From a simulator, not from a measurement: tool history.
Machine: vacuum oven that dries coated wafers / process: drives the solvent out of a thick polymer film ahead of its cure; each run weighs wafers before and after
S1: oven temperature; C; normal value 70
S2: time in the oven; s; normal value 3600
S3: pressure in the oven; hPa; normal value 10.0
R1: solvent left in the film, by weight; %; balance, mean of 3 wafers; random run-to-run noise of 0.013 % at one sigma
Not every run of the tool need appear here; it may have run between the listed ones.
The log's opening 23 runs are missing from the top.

{"run": 24, "hour": 285.5, "S1": 56, "S2": 4020, "S3": 10.0, "R1": 3.97}
{"run": 25, "hour": 292.7, "S1": 56, "S2": 6420, "S3": 10.0, "R1": 2.02}
{"run": 26, "hour": 299.8, "S1": 56, "S2": 6420, "S3": 10.0, "R1": 1.99}
{"run": 27, "hour": 307.1, "S1": 66, "S2": 3600, "S3": 10.0, "R1": 1.7}
{"run": 28, "hour": 315.6, "S1": 70, "S2": 3600, "S3": 10.0, "R1": 1.05}
{"run": 29, "hour": 329.5, "S1": 67, "S2": 3540, "S3": 14.6, "R1": 1.78}
{"run": 30, "hour": 341.5, "S1": 70, "S2": 3600, "S3": 38.3, "R1": 2.12}
{"run": 31, "hour": 358.0, "S1": 70, "S2": 3600, "S3": 38.3, "R1": 2.15}
{"run": 32, "hour": 367.7, "S1": 63, "S2": 2220, "S3": 11.9, "R1": 4.96}
{"run": 33, "hour": 383.5, "S1": 63, "S2": 2220, "S3": 11.9, "R1": 4.9}
{"run": 34, "hour": 396.1, "S1": 63, "S2": 2220, "S3": 11.9, "R1": 4.9}
{"run": 35, "hour": 412.7, "S1": 70, "S2": 3600, "S3": 10.0, "R1": 1.06}
{"run": 36, "hour": 423.2, "S1": 69, "S2": 3600, "S3": 10.0, "R1": 1.2}
{"run": 37, "hour": 430.0, "S1": 81, "S2": 3960, "S3": 21.5, "R1": 0.64}
{"run": 38, "hour": 441.4, "S1": 60, "S2": 5940, "S3": 10.0, "R1": 1.45}
{"run": 39, "hour": 449.1, "S1": 60, "S2": 5940, "S3": 10.0, "R1": 1.44}
{"run": 40, "hour": 464.2, "S1": 62, "S2": 4440, "S3": 25.1, "R1": 2.61}
{"run": 41, "hour": 474.6, "S1": 84, "S2": 2100, "S3": 9.3, "R1": 0.54}
{"run": 42, "hour": 486.9, "S1": 70, "S2": 2340, "S3": 11.9, "R1": 2.43}
{"run": 43, "hour": 499.1, "S1": 79, "S2": 4440, "S3": 10.0, "R1": 0.36}
{"run": 44, "hour": 506.2, "S1": 70, "S2": 1980, "S3": 11.1, "R1": 3.19}
{"run": 45, "hour": 513.1, "S1": 70, "S2": 1980, "S3": 11.1, "R1": 3.21}
{"run": 46, "hour": 527.7, "S1": 83, "S2": 3720, "S3": 10.1, "R1": 0.31}

Forecast each of these 3 alternatives for the next run:
{"run": "A", "hour": 539.1, "S1": 60, "S2": 3720, "S3": 10.1, "R1": "?"}
{"run": "B", "hour": 539.1, "S1": 66, "S2": 1860, "S3": 10.3, "R1": "?"}
{"run": "C", "hour": 539.1, "S1": 57, "S2": 1980, "S3": 10.1, "R1": "?"}

run=A R1=3.02
run=B R1=4.82
run=C R1=7.92
Without the tool's unlogged condition, the same runs would have read:
run=A R1=3.33
run=B R1=5.28
run=C R1=8.41
